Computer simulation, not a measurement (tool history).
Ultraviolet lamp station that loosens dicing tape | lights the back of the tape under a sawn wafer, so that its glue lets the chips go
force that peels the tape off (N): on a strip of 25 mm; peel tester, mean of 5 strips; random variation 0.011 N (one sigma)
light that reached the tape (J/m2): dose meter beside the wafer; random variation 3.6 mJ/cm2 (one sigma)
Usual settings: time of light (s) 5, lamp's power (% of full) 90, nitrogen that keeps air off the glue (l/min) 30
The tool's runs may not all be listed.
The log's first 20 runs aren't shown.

run   hour  time of light (s)  lamp's power (% of full)  nitrogen that keeps air off the glue (l/min)  force that peels the tape off (N)  light that reached the tape (J/m2)
 21  198.7                  3                        90                                            30                              1.349                                3600
 22  205.2                  3                        90                                            30                              1.336                                3620
 23  215.8                  7                        69                                            36                              0.362                                6460
 24  227.5                  7                        69                                            36                              0.359                                6420
 25  233.4                  8                        90                                            18                              0.241                                9750
 26  241.6                  8                        76                                            11                              0.625                                8170
 27  250.4                  5                        84                                            47                              0.419                                5660
 28  259.7                  5                        84                                            47                              0.430                                5660
 29  269.9                  5                        84                                            47                              0.435                                5630
 30  275.9                  3                        68                                            30                              1.946                                2760
 31  283.0                  3                        68                                            30                              1.962                                2730
 32  288.8                  5                        60                                            42                              0.937                                4020
 33  294.7                  5                        60                                            42                              0.956                                3990
 34  305.7                  7                        60                                            13                              1.068                                5600
 35  318.4                  5                        75                                            29                              0.792                                5030
 36  325.4                  7                        75                                            18                              0.536                                6920
 37  331.5                  5                        91                                            13                              0.963                                6060
 38  342.0                  5                        91                                            13                              0.961                                6070
 39  347.3                  3                        89                                            39                              1.181                                3620
 40  355.0                  3                        89                                            39                              1.156                                3600
 41  365.5                  3                        89                                            39                              1.201                                3570
 42  371.1                  5                        61                                            30                              1.105                                4090
 43  381.2                  5                        61                                            30                              1.126                                4090

Forecast each of these 3 alternatives for the next run:
  A  387.9                  3                        69                                            20                                  ?                                   ?
  B  387.9                  5                        90                                            15                                  ?                                   ?
  C  387.9                  5                        61                                            56                                  ?                                   ?

run  force that peels the tape off (N)  light that reached the tape (J/m2)
  A                              2.251                                2790
  B                              0.900                                5920
  C                              0.780                                4080
Without the tool's hidden state the same runs would have given:
run  force that peels the tape off (N)  light that reached the tape (J/m2)
  A                              2.249                                2790
  B                              0.898                                5930
  C                              0.779                                4080
